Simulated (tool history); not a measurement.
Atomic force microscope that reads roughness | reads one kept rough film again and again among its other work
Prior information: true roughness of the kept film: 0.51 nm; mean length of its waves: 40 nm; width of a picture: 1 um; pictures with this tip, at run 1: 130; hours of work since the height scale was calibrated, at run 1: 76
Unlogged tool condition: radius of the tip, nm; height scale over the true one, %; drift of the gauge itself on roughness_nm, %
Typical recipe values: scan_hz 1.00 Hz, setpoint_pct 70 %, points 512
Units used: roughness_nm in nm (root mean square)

run	hour	scan_hz	setpoint_pct	points	pictures with this tip	hours of work since the height scale was calibrated	roughness_nm
1	0.0	1.00	70	512	130	76	0.485
# hour 1.2: new tip fitted
2	10.2	1.00	70	512	10	81	0.494
3	16.2	1.00	70	642	17	85	0.496
4	22.9	1.00	70	642	25	88	0.495
5	31.9	1.00	70	642	35	93	0.496
6	39.9	1.00	71	512	44	97	0.495
7	44.8	1.00	71	512	50	100	0.492
8	53.3	1.00	71	840	60	104	0.494
9	62.1	1.00	63	512	70	109	0.494
10	72.3	1.00	63	512	81	114	0.494
11	78.1	3.72	70	512	88	118	0.469
12	86.2	3.72	70	512	97	122	0.469
13	90.9	1.00	70	512	103	124	0.488
14	101.2	1.00	70	512	114	130	0.487
15	110.0	1.00	70	512	125	134	0.487
# hour 116.2: new tip fitted
16	117.3	1.00	70	512	1	138	0.496
17	122.6	1.00	70	512	7	141	0.497
18	127.0	1.00	70	512	12	143	0.497
19	136.3	1.00	70	512	23	148	0.494
20	141.7	1.00	58	512	29	151	0.499
21	148.1	1.00	59	512	37	154	0.496
22	155.2	3.06	78	909	45	158	0.462
23	163.8	3.61	83	657	55	163	0.443
24	174.5	2.81	57	512	67	168	0.489
25	180.4	2.81	57	512	74	172	0.492
26	186.0	1.83	57	747	80	175	0.491
27	191.7	1.81	88	512	87	178	0.461
# hour 193.6: height scale calibrated on a step standard
28	197.7	1.81	88	446	92	2	0.463
29	204.1	1.81	78	510	100	6	0.474
30	210.7	0.87	62	275	107	9	0.487
31	220.5	0.72	85	478	118	14	0.484
# hour 227.8: height scale calibrated on a step standard, once more
32	228.1	1.92	88	342	126	0	0.457
# hour 232.7: new tip fitted
33	236.2	1.92	88	342	4	4	0.465
34	243.0	1.92	82	265	12	8	0.473
35	251.3	1.92	82	265	21	12	0.472
36	257.8	2.02	73	288	28	16	0.480
37	263.5	2.73	69	330	35	19	0.478
38	274.1	2.73	69	330	47	24	0.480
39	282.4	2.73	88	620	57	29	0.450
40	292.9	2.73	88	620	69	34	0.446
41	299.1	1.29	88	533	76	38	0.472
42	304.8	3.37	77	332	82	41	0.459

3 options for the next run, each taken on its own from the tool as it stands now. Forecast them:
A	309.1	0.96	68	276	87	43	?
B	309.1	0.97	77	275	87	43	?
C	309.1	2.72	61	301	87	43	?

run	roughness_nm
A	0.490
B	0.484
C	0.486
With no hidden state in the tool, these same runs would have given:
run	roughness_nm
A	0.496
B	0.491
C	0.493
